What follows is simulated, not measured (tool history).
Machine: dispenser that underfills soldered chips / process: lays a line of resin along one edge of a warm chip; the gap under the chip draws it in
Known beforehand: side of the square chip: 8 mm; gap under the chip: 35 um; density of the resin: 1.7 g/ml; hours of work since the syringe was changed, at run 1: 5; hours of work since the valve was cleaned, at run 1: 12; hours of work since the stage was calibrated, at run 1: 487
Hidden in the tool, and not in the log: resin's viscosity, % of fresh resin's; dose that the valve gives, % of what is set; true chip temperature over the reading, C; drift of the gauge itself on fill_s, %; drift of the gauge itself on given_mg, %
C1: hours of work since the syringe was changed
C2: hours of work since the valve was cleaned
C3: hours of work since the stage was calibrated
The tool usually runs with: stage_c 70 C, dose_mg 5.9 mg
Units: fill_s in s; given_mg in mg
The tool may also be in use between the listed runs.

run 1 hour=0 | stage_c=70 dose_mg=5.9 | C1=5 C2=12 C3=487 | fill_s=146.1 given_mg=5.83
-- hour=6.3 new syringe of resin
run 2 hour=13.8 | stage_c=70 dose_mg=7.04 | C1=6 C2=22 C3=497 | fill_s=156.6 given_mg=6.91
-- hour=19 new syringe of resin
run 3 hour=30.4 | stage_c=70 dose_mg=7.04 | C1=9 C2=35 C3=510 | fill_s=194.3 given_mg=6.87
-- hour=32.3 new syringe of resin
-- hour=44.3 new syringe of resin
run 4 hour=48.4 | stage_c=59 dose_mg=5.9 | C1=3 C2=49 C3=523 | fill_s=207.8 given_mg=5.67
-- hour=56.2 new syringe of resin
run 5 hour=62.5 | stage_c=59 dose_mg=5.9 | C1=5 C2=59 C3=534 | fill_s=231.4 given_mg=5.66
-- hour=68.5 new syringe of resin
run 6 hour=75.6 | stage_c=59 dose_mg=5.9 | C1=6 C2=70 C3=544 | fill_s=246.8 given_mg=5.62
-- hour=80.4 new syringe of resin
-- hour=92.3 new syringe of resin
run 7 hour=92.6 | stage_c=70 dose_mg=5.9 | C1=0 C2=82 C3=557 | fill_s=103.5 given_mg=5.53
-- hour=99.2 dispensing valve cleaned and set on the balance
run 8 hour=101.7 | stage_c=70 dose_mg=5.9 | C1=6 C2=2 C3=563 | fill_s=162.8 given_mg=5.88
-- hour=106.2 new syringe of resin
run 9 hour=111.2 | stage_c=56 dose_mg=5.9 | C1=4 C2=9 C3=571 | fill_s=240.1 given_mg=5.86
-- hour=118.5 new syringe of resin
run 10 hour=121.8 | stage_c=70 dose_mg=5.9 | C1=3 C2=17 C3=579 | fill_s=121.6 given_mg=5.86
-- hour=130.7 new syringe of resin
run 11 hour=138.9 | stage_c=70 dose_mg=7.65 | C1=6 C2=30 C3=592 | fill_s=154.8 given_mg=7.51
-- hour=143.5 new syringe of resin
run 12 hour=150.2 | stage_c=70 dose_mg=5.9 | C1=5 C2=39 C3=600 | fill_s=144.5 given_mg=5.76
-- hour=156.1 new syringe of resin
run 13 hour=164.9 | stage_c=70 dose_mg=7.03 | C1=7 C2=50 C3=612 | fill_s=163.8 given_mg=6.83
-- hour=167.9 new syringe of resin
run 14 hour=174.8 | stage_c=70 dose_mg=7.22 | C1=5 C2=58 C3=619 | fill_s=150.1 given_mg=6.94
-- hour=179.7 new syringe of resin
run 15 hour=183.2 | stage_c=70 dose_mg=7.22 | C1=3 C2=64 C3=626 | fill_s=119.6 given_mg=6.89
-- hour=192 new syringe of resin
run 16 hour=192.5 | stage_c=70 dose_mg=7.14 | C1=0 C2=71 C3=633 | fill_s=102.1 given_mg=6.84
run 17 hour=203 | stage_c=70 dose_mg=7.14 | C1=9 C2=79 C3=641 | fill_s=184.2 given_mg=6.8
-- hour=204.6 new syringe of resin
-- hour=213.2 dispensing valve cleaned and set on the balance
run 18 hour=213.5 | stage_c=70 dose_mg=6.39 | C1=6 C2=0 C3=648 | fill_s=151.2 given_mg=6.37
-- hour=218.5 new syringe of resin
run 19 hour=224.9 | stage_c=70 dose_mg=6.39 | C1=5 C2=9 C3=657 | fill_s=145.2 given_mg=6.3
-- hour=230.9 new syringe of resin
run 20 hour=237.7 | stage_c=65 dose_mg=5.86 | C1=5 C2=19 C3=667 | fill_s=182.9 given_mg=5.75
-- hour=243.5 new syringe of resin
run 21 hour=249.7 | stage_c=58 dose_mg=5.06 | C1=5 C2=28 C3=676 | fill_s=244.7 given_mg=4.9
-- hour=255.6 new syringe of resin
run 22 hour=258.1 | stage_c=65 dose_mg=6.79 | C1=2 C2=34 C3=682 | fill_s=136.4 given_mg=6.59
-- hour=267.5 new syringe of resin
run 23 hour=271 | stage_c=66 dose_mg=7.48 | C1=3 C2=44 C3=692 | fill_s=140.7 given_mg=7.22
-- hour=280 new syringe of resin
run 24 hour=283 | stage_c=55 dose_mg=5.02 | C1=2 C2=53 C3=701 | fill_s=228.3 given_mg=4.83
-- hour=292.3 new syringe of resin
run 25 hour=298.3 | stage_c=55 dose_mg=5.02 | C1=5 C2=65 C3=713 | fill_s=276.3 given_mg=4.8
-- hour=305.2 new syringe of resin
run 26 hour=307.3 | stage_c=55 dose_mg=5.02 | C1=2 C2=72 C3=720 | fill_s=221 given_mg=4.73
-- hour=317.7 new syringe of resin
run 27 hour=323.9 | stage_c=79 dose_mg=6.07 | C1=5 C2=85 C3=732 | fill_s=95.2 given_mg=5.67
-- hour=327.2 dispensing valve cleaned and set on the balance
-- hour=331.3 new syringe of resin
run 28 hour=336.4 | stage_c=70 dose_mg=6.08 | C1=4 C2=7 C3=741 | fill_s=129 given_mg=6.04
-- hour=343.7 stage's temperature calibrated
-- hour=345.6 new syringe of resin
run 29 hour=351.8 | stage_c=76 dose_mg=6.88 | C1=5 C2=18 C3=6 | fill_s=123.4 given_mg=6.79
-- hour=357.9 new syringe of resin
run 30 hour=360.6 | stage_c=76 dose_mg=6.88 | C1=2 C2=25 C3=13 | fill_s=97.7 given_mg=6.76
run 31 hour=367.7 | stage_c=76 dose_mg=6.88 | C1=8 C2=30 C3=18 | fill_s=146.6 given_mg=6.74
-- hour=369.8 new syringe of resin
run 32 hour=375.1 | stage_c=70 dose_mg=5.9 | C1=4 C2=36 C3=24 | fill_s=151.5 given_mg=5.74
-- hour=381.9 new syringe of resin
run 33 hour=392 | stage_c=76 dose_mg=6.56 | C1=8 C2=49 C3=37 | fill_s=158 given_mg=6.35

Across each entry between runs, compare the hidden state at the last listed run before it with the hidden state at the first listed run after it:
Logged between run 1 and run 2: new syringe of resin (hour 6.3)
  resin's viscosity, % of fresh resin's: 142.9 -> 156.7; dose that the valve gives, % of what is set: 98.88 -> 98.16; true chip temperature over the reading, C: 2.64 -> 2.7
  what was measured, less what the result would be without the hidden state, fill_s: +32.1 -> +44.9 s; given_mg: -0.07 -> -0.13 mg
Logged between run 2 and run 3: new syringe of resin (hour 19)
  resin's viscosity, % of fresh resin's: 156.7 -> 193.4; dose that the valve gives, % of what is set: 98.16 -> 97.26; true chip temperature over the reading, C: 2.7 -> 2.77
  what was measured, less what the result would be without the hidden state, fill_s: +44.9 -> +81.8 s; given_mg: -0.13 -> -0.19 mg
Logged between run 3 and run 4: new syringe of resin (hour 32.3); new syringe of resin (hour 44.3)
  resin's viscosity, % of fresh resin's: 193.4 -> 126.8; dose that the valve gives, % of what is set: 97.26 -> 96.33; true chip temperature over the reading, C: 2.77 -> 2.85
  what was measured, less what the result would be without the hidden state, fill_s: +81.8 -> +22.7 s; given_mg: -0.19 -> -0.21 mg
Logged between run 4 and run 5: new syringe of resin (hour 56.2)
  resin's viscosity, % of fresh resin's: 126.8 -> 142.3; dose that the valve gives, % of what is set: 96.33 -> 95.56; true chip temperature over the reading, C: 2.85 -> 2.91
  what was measured, less what the result would be without the hidden state, fill_s: +22.7 -> +47.7 s; given_mg: -0.21 -> -0.26 mg
Logged between run 5 and run 6: new syringe of resin (hour 68.5)
  resin's viscosity, % of fresh resin's: 142.3 -> 153.3; dose that the valve gives, % of what is set: 95.56 -> 94.86; true chip temperature over the reading, C: 2.91 -> 2.97
  what was measured, less what the result would be without the hidden state, fill_s: +47.7 -> +64.7 s; given_mg: -0.26 -> -0.3 mg
Logged between run 6 and run 7: new syringe of resin (hour 80.4); new syringe of resin (hour 92.3)
  resin's viscosity, % of fresh resin's: 153.3 -> 102.3; dose that the valve gives, % of what is set: 94.86 -> 93.99; true chip temperature over the reading, C: 2.97 -> 3.05
  what was measured, less what the result would be without the hidden state, fill_s: +64.7 -> -10.3 s; given_mg: -0.3 -> -0.36 mg
Logged between run 7 and run 8: dispensing valve cleaned and set on the balance (hour 99.2)
  resin's viscosity, % of fresh resin's: 102.3 -> 161.7; dose that the valve gives, % of what is set: 93.99 -> 100.05; true chip temperature over the reading, C: 3.05 -> 3.08
  what was measured, less what the result would be without the hidden state, fill_s: -10.3 -> +48.1 s; given_mg: -0.36 -> +0 mg
Logged between run 8 and run 9: new syringe of resin (hour 106.2)
  resin's viscosity, % of fresh resin's: 161.7 -> 134.3; dose that the valve gives, % of what is set: 100.05 -> 99.54; true chip temperature over the reading, C: 3.08 -> 3.12
  what was measured, less what the result would be without the hidden state, fill_s: +48.1 -> +34.3 s; given_mg: +0 -> -0.03 mg
Logged between run 9 and run 10: new syringe of resin (hour 118.5)
  resin's viscosity, % of fresh resin's: 134.3 -> 119.7; dose that the valve gives, % of what is set: 99.54 -> 98.99; true chip temperature over the reading, C: 3.12 -> 3.17
  what was measured, less what the result would be without the hidden state, fill_s: +34.3 -> +5.9 s; given_mg: -0.03 -> -0.06 mg
Logged between run 10 and run 11: new syringe of resin (hour 130.7)
  resin's viscosity, % of fresh resin's: 119.7 -> 158.6; dose that the valve gives, % of what is set: 98.99 -> 98.09; true chip temperature over the reading, C: 3.17 -> 3.24
  what was measured, less what the result would be without the hidden state, fill_s: +5.9 -> +43.1 s; given_mg: -0.06 -> -0.15 mg
Logged between run 11 and run 12: new syringe of resin (hour 143.5)
  resin's viscosity, % of fresh resin's: 158.6 -> 148.6; dose that the valve gives, % of what is set: 98.09 -> 97.49; true chip temperature over the reading, C: 3.24 -> 3.29
  what was measured, less what the result would be without the hidden state, fill_s: +43.1 -> +33.5 s; given_mg: -0.15 -> -0.15 mg
Logged between run 12 and run 13: new syringe of resin (hour 156.1)
  resin's viscosity, % of fresh resin's: 148.6 -> 167.6; dose that the valve gives, % of what is set: 97.49 -> 96.71; true chip temperature over the reading, C: 3.29 -> 3.36
  what was measured, less what the result would be without the hidden state, fill_s: +33.5 -> +51.6 s; given_mg: -0.15 -> -0.24 mg
Logged between run 13 and run 14: new syringe of resin (hour 167.9)
  resin's viscosity, % of fresh resin's: 167.6 -> 151.7; dose that the valve gives, % of what is set: 96.71 -> 96.13; true chip temperature over the reading, C: 3.36 -> 3.4
  what was measured, less what the result would be without the hidden state, fill_s: +51.6 -> +36.4 s; given_mg: -0.24 -> -0.28 mg
Logged between run 14 and run 15: new syringe of resin (hour 179.7)
  resin's viscosity, % of fresh resin's: 151.7 -> 122.7; dose that the valve gives, % of what is set: 96.13 -> 95.73; true chip temperature over the reading, C: 3.4 -> 3.44
  what was measured, less what the result would be without the hidden state, fill_s: +36.4 -> +7.4 s; given_mg: -0.28 -> -0.31 mg
Logged between run 15 and run 16: new syringe of resin (hour 192)
  resin's viscosity, % of fresh resin's: 122.7 -> 103.9; dose that the valve gives, % of what is set: 95.73 -> 95.3; true chip temperature over the reading, C: 3.44 -> 3.48
  what was measured, less what the result would be without the hidden state, fill_s: +7.4 -> -11.2 s; given_mg: -0.31 -> -0.33 mg
Logged between run 17 and run 18: new syringe of resin (hour 204.6); dispensing valve cleaned and set on the balance (hour 213.2)
  resin's viscosity, % of fresh resin's: 189.7 -> 154.9; dose that the valve gives, % of what is set: 94.7 -> 99.53; true chip temperature over the reading, C: 3.53 -> 3.57
  what was measured, less what the result would be without the hidden state, fill_s: +72 -> +38.1 s; given_mg: -0.37 -> -0.03 mg
Logged between run 18 and run 19: new syringe of resin (hour 218.5)
  resin's viscosity, % of fresh resin's: 154.9 -> 146.8; dose that the valve gives, % of what is set: 99.53 -> 98.92; true chip temperature over the reading, C: 3.57 -> 3.62
  what was measured, less what the result would be without the hidden state, fill_s: +38.1 -> +30.4 s; given_mg: -0.03 -> -0.07 mg
Logged between run 19 and run 20: new syringe of resin (hour 230.9)
  resin's viscosity, % of fresh resin's: 146.8 -> 149.6; dose that the valve gives, % of what is set: 98.92 -> 98.24; true chip temperature over the reading, C: 3.62 -> 3.67
  what was measured, less what the result would be without the hidden state, fill_s: +30.4 -> +40.3 s; given_mg: -0.07 -> -0.11 mg
Logged between run 20 and run 21: new syringe of resin (hour 243.5)
  resin's viscosity, % of fresh resin's: 149.6 -> 142.6; dose that the valve gives, % of what is set: 98.24 -> 97.62; true chip temperature over the reading, C: 3.67 -> 3.72
  what was measured, less what the result would be without the hidden state, fill_s: +40.3 -> +43.5 s; given_mg: -0.11 -> -0.12 mg
Logged between run 21 and run 22: new syringe of resin (hour 255.6)
  resin's viscosity, % of fresh resin's: 142.6 -> 115.1; dose that the valve gives, % of what is set: 97.62 -> 97.14; true chip temperature over the reading, C: 3.72 -> 3.76
  what was measured, less what the result would be without the hidden state, fill_s: +43.5 -> -2.5 s; given_mg: -0.12 -> -0.19 mg
Logged between run 22 and run 23: new syringe of resin (hour 267.5)
  resin's viscosity, % of fresh resin's: 115.1 -> 124.1; dose that the valve gives, % of what is set: 97.14 -> 96.43; true chip temperature over the reading, C: 3.76 -> 3.81
  what was measured, less what the result would be without the hidden state, fill_s: -2.5 -> +7.6 s; given_mg: -0.19 -> -0.27 mg
Logged between run 23 and run 24: new syringe of resin (hour 280)
  resin's viscosity, % of fresh resin's: 124.1 -> 120.3; dose that the valve gives, % of what is set: 96.43 -> 95.83; true chip temperature over the reading, C: 3.81 -> 3.86
  what was measured, less what the result would be without the hidden state, fill_s: +7.6 -> +5.1 s; given_mg: -0.27 -> -0.21 mg
Logged between run 24 and run 25: new syringe of resin (hour 292.3)
  resin's viscosity, % of fresh resin's: 120.3 -> 141.3; dose that the valve gives, % of what is set: 95.83 -> 94.94; true chip temperature over the reading, C: 3.86 -> 3.93
  what was measured, less what the result would be without the hidden state, fill_s: +5.1 -> +46.4 s; given_mg: -0.21 -> -0.25 mg
Logged between run 25 and run 26: new syringe of resin (hour 305.2)
  resin's viscosity, % of fresh resin's: 141.3 -> 113.7; dose that the valve gives, % of what is set: 94.94 -> 94.5; true chip temperature over the reading, C: 3.93 -> 3.96
  what was measured, less what the result would be without the hidden state, fill_s: +46.4 -> -7.6 s; given_mg: -0.25 -> -0.28 mg
Logged between run 26 and run 27: new syringe of resin (hour 317.7)
  resin's viscosity, % of fresh resin's: 113.7 -> 142.5; dose that the valve gives, % of what is set: 94.5 -> 93.61; true chip temperature over the reading, C: 3.96 -> 4.03
  what was measured, less what the result would be without the hidden state, fill_s: -7.6 -> +17.6 s; given_mg: -0.28 -> -0.39 mg
Logged between run 27 and run 28: dispensing valve cleaned and set on the balance (hour 327.2); new syringe of resin (hour 331.3)
  resin's viscosity, % of fresh resin's: 142.5 -> 133.2; dose that the valve gives, % of what is set: 93.61 -> 99.44; true chip temperature over the reading, C: 4.03 -> 4.07
  what was measured, less what the result would be without the hidden state, fill_s: +17.6 -> +14.4 s; given_mg: -0.39 -> -0.04 mg
Logged between run 28 and run 29: stage's temperature calibrated (hour 343.7); new syringe of resin (hour 345.6)
  resin's viscosity, % of fresh resin's: 133.2 -> 141.3; dose that the valve gives, % of what is set: 99.44 -> 98.68; true chip temperature over the reading, C: 4.07 -> 0.25
  what was measured, less what the result would be without the hidden state, fill_s: +14.4 -> +35.2 s; given_mg: -0.04 -> -0.09 mg
Logged between run 29 and run 30: new syringe of resin (hour 357.9)
  resin's viscosity, % of fresh resin's: 141.3 -> 113.6; dose that the valve gives, % of what is set: 98.68 -> 98.22; true chip temperature over the reading, C: 0.25 -> 0.29
  what was measured, less what the result would be without the hidden state, fill_s: +35.2 -> +10.8 s; given_mg: -0.09 -> -0.12 mg
Logged between run 31 and run 32: new syringe of resin (hour 369.8)
  resin's viscosity, % of fresh resin's: 170.6 -> 133.3; dose that the valve gives, % of what is set: 97.88 -> 97.48; true chip temperature over the reading, C: 0.32 -> 0.35
  what was measured, less what the result would be without the hidden state, fill_s: +59.4 -> +36.5 s; given_mg: -0.15 -> -0.14 mg
Logged between run 32 and run 33: new syringe of resin (hour 381.9)
  resin's viscosity, % of fresh resin's: 133.3 -> 178.3; dose that the valve gives, % of what is set: 97.48 -> 96.57; true chip temperature over the reading, C: 0.35 -> 0.42
  what was measured, less what the result would be without the hidden state, fill_s: +36.5 -> +68.1 s; given_mg: -0.14 -> -0.22 mg
